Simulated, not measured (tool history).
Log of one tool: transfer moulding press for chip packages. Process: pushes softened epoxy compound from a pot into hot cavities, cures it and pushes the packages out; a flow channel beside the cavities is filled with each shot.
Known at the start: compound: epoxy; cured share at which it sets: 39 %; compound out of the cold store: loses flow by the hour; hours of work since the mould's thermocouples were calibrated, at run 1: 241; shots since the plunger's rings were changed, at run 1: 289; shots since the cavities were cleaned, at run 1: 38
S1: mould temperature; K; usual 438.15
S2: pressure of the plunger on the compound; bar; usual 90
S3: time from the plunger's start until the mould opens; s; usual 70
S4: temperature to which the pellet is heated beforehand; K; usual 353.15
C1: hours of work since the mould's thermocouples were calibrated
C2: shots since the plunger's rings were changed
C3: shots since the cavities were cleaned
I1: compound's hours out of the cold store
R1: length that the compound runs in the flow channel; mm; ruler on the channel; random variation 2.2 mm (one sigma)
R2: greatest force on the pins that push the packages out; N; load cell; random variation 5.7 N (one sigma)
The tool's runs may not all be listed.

run   hour      S1    S2  S3      S4   C1    C2   C3    I1   R1   R2
  1      0  438.15    90  70  353.15  241   289   38  16.4  728  224
  2   18.7  438.15    90  70  353.15  253   551  300  11.7  739  298
  3   32.5  438.15    90  70  353.15  261   744  493  41.5  664  309
  4   45.7  438.15    90  70  353.15  270   927  676    11  741  337
  5   61.9  438.15    90  70  353.15  280  1155  904  12.3  728  340
      70.9  -- cavities cleaned with cleaning compound and waxed
  6   76.4  441.15  69.2  72  359.15  288  1336   77  38.5  575  226
  7   91.3  441.15  69.2  72  359.15  298  1544  285   9.6  633  269
      94.1  -- mould's thermocouples calibrated
  8  104.9  438.15    90  70  357.15    7  1707  448  30.9  676  321
  9  121.7  440.15  83.3  70  354.15   18  1941  682  44.6  614  305
 10  134.5  446.15  71.8  53  346.15   26  2120  861  22.4  602  349

4 ways to go on from here, each from the tool as it stands after run 10. What would each give?
     146.1  -- cavities cleaned with cleaning compound and waxed
     153.6  -- mould's thermocouples calibrated, once more
  A  153.6  436.15    90  70  357.15   0  2338  77  28.9   ?   ?
     146.1  -- cavities cleaned with cleaning compound and waxed
     153.6  -- mould's thermocouples calibrated, once more
  B  153.6  446.15    79  53  345.15   0  2338  77  34.9   ?   ?
     146.1  -- cavities cleaned with cleaning compound and waxed
     153.6  -- mould's thermocouples calibrated, once more
  C  153.6  438.15  74.6  70  353.15   0  2338  77  12.4   ?   ?
     146.1  -- cavities cleaned with cleaning compound and waxed
     153.6  -- mould's thermocouples calibrated, once more
  D  153.6  434.15  71.8  68  346.15   0  2338  77  22.9   ?   ?

run   R1   R2
  A  674  255
  B  600  227
  C  649  246
  D  623  312
Without the tool's hidden state the same runs would have given:
run   R1   R2
  A  702  222
  B  625  197
  C  676  214
  D  649  273
